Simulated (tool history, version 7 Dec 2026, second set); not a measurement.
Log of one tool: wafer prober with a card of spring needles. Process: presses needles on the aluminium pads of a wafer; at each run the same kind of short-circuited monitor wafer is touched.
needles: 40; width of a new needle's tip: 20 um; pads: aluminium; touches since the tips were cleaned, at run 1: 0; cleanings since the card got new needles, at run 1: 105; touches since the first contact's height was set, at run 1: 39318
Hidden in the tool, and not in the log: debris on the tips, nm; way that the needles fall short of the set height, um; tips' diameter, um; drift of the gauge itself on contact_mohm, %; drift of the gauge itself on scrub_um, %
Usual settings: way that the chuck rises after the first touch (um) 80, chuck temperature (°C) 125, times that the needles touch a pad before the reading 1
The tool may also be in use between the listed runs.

run,hour,way that the chuck rises after the first touch (um),chuck temperature (°C),times that the needles touch a pad before the reading,touches since the tips were cleaned,cleanings since the card got new needles,touches since the first contact's height was set,resistance of one needle with its contact and lead (mohm),way that a needle slides on the pad (um)
1,0.0,80,125,1,0,105,39318,199,20.77
# hour 10.2: tips cleaned on abrasive film
# hour 20.5: tips cleaned on abrasive film
# hour 28.7: tips cleaned on abrasive film
# hour 36.9: tips cleaned on abrasive film
# hour 45.1: tips cleaned on abrasive film
# hour 45.4: height of the first contact set anew
2,50.1,80,80,1,3475,110,3475,387,20.88
# hour 54.3: tips cleaned on abrasive film
# hour 62.5: tips cleaned on abrasive film
# hour 70.7: tips cleaned on abrasive film
# hour 78.9: tips cleaned on abrasive film
# hour 87.1: tips cleaned on abrasive film
# hour 97.4: tips cleaned on abrasive film
# hour 105.6: tips cleaned on abrasive film
# hour 113.8: tips cleaned on abrasive film
3,114.1,80,80,1,220,118,50238,201,20.77
# hour 122.3: tips cleaned on abrasive film
# hour 130.5: tips cleaned on abrasive film
# hour 138.7: tips cleaned on abrasive film
# hour 145.1: height of the first contact set anew
# hour 147.2: tips cleaned on abrasive film
# hour 156.0: tips cleaned on abrasive film
4,156.0,72,80,1,0,123,7894,192,18.79
# hour 166.2: tips cleaned on abrasive film
# hour 174.4: tips cleaned on abrasive film
# hour 182.6: tips cleaned on abrasive film
# hour 190.8: tips cleaned on abrasive film
# hour 201.1: tips cleaned on abrasive film
# hour 211.3: tips cleaned on abrasive film
# hour 219.5: tips cleaned on abrasive film
5,223.1,72,25,1,2624,130,57060,431,18.63
# hour 229.3: tips cleaned on abrasive film
# hour 237.5: tips cleaned on abrasive film
# hour 243.9: height of the first contact set anew
# hour 248.0: tips cleaned on abrasive film
# hour 258.3: tips cleaned on abrasive film
# hour 267.5: tips cleaned on abrasive film
6,267.5,72,25,1,0,135,17253,196,18.73
# hour 275.7: tips cleaned on abrasive film
# hour 283.9: tips cleaned on abrasive film
# hour 294.1: tips cleaned on abrasive film
# hour 302.3: tips cleaned on abrasive film
# hour 310.6: tips cleaned on abrasive film
# hour 319.9: tips cleaned on abrasive film
7,319.9,67,125,1,0,141,55668,205,17.29
# hour 328.2: tips cleaned on abrasive film
# hour 338.4: tips cleaned on abrasive film
# hour 342.8: height of the first contact set anew
# hour 348.9: tips cleaned on abrasive film
# hour 359.2: tips cleaned on abrasive film
# hour 367.4: tips cleaned on abrasive film
8,370.8,80,125,1,2500,146,20518,383,20.83
# hour 377.0: tips cleaned on abrasive film
# hour 385.2: tips cleaned on abrasive film
# hour 393.4: tips cleaned on abrasive film
9,400.3,80,56,1,5110,149,42144,519,20.75
# hour 402.4: tips cleaned on abrasive film
# hour 412.7: tips cleaned on abrasive film
# hour 420.9: tips cleaned on abrasive film
# hour 431.1: tips cleaned on abrasive film
# hour 439.3: tips cleaned on abrasive film
# hour 441.6: height of the first contact set anew
10,441.9,80,125,1,1663,154,162,323,20.90
# hour 448.1: tips cleaned on abrasive film
# hour 456.3: tips cleaned on abrasive film
# hour 464.5: tips cleaned on abrasive film
# hour 474.7: tips cleaned on abrasive film
11,479.6,80,125,1,3587,158,27776,446,20.80
# hour 483.7: tips cleaned on abrasive film
# hour 491.9: tips cleaned on abrasive film
# hour 500.1: tips cleaned on abrasive film
# hour 510.4: tips cleaned on abrasive film
# hour 518.6: tips cleaned on abrasive film
# hour 526.8: tips cleaned on abrasive film
# hour 537.1: tips cleaned on abrasive film
# hour 541.4: height of the first contact set anew
# hour 547.6: tips cleaned on abrasive film
12,552.5,99,38,1,3657,166,8161,368,25.86
# hour 556.7: tips cleaned on abrasive film
# hour 566.9: tips cleaned on abrasive film
# hour 575.1: tips cleaned on abrasive film
# hour 583.4: tips cleaned on abrasive film
13,589.9,75,125,2,4812,170,35496,389,19.45
# hour 592.0: tips cleaned on abrasive film
# hour 600.2: tips cleaned on abrasive film
# hour 610.4: tips cleaned on abrasive film
# hour 620.7: tips cleaned on abrasive film
# hour 630.9: tips cleaned on abrasive film
14,634.0,82,54,2,2277,175,67802,282,21.22
# hour 640.2: tips cleaned on abrasive film
# hour 640.5: height of the first contact set anew
# hour 648.7: tips cleaned on abrasive film
# hour 656.9: tips cleaned on abrasive film
15,664.8,80,125,2,5819,178,17831,384,20.92

Forecast run 16:
# hour 666.9: tips cleaned on abrasive film
# hour 675.1: tips cleaned on abrasive film
# hour 685.3: tips cleaned on abrasive film
# hour 695.6: tips cleaned on abrasive film
# hour 703.8: tips cleaned on abrasive film
# hour 714.0: tips cleaned on abrasive film
16,718.2,64,57,1,3093,184,56958,?,?

{"run 16": {"resistance of one needle with its contact and lead (mohm)": 562, "way that a needle slides on the pad (um)": 16.51}}
Without the tool's hidden state the same run would have given resistance of one needle with its contact and lead (mohm) 162, way that a needle slides on the pad (um) 16.70.

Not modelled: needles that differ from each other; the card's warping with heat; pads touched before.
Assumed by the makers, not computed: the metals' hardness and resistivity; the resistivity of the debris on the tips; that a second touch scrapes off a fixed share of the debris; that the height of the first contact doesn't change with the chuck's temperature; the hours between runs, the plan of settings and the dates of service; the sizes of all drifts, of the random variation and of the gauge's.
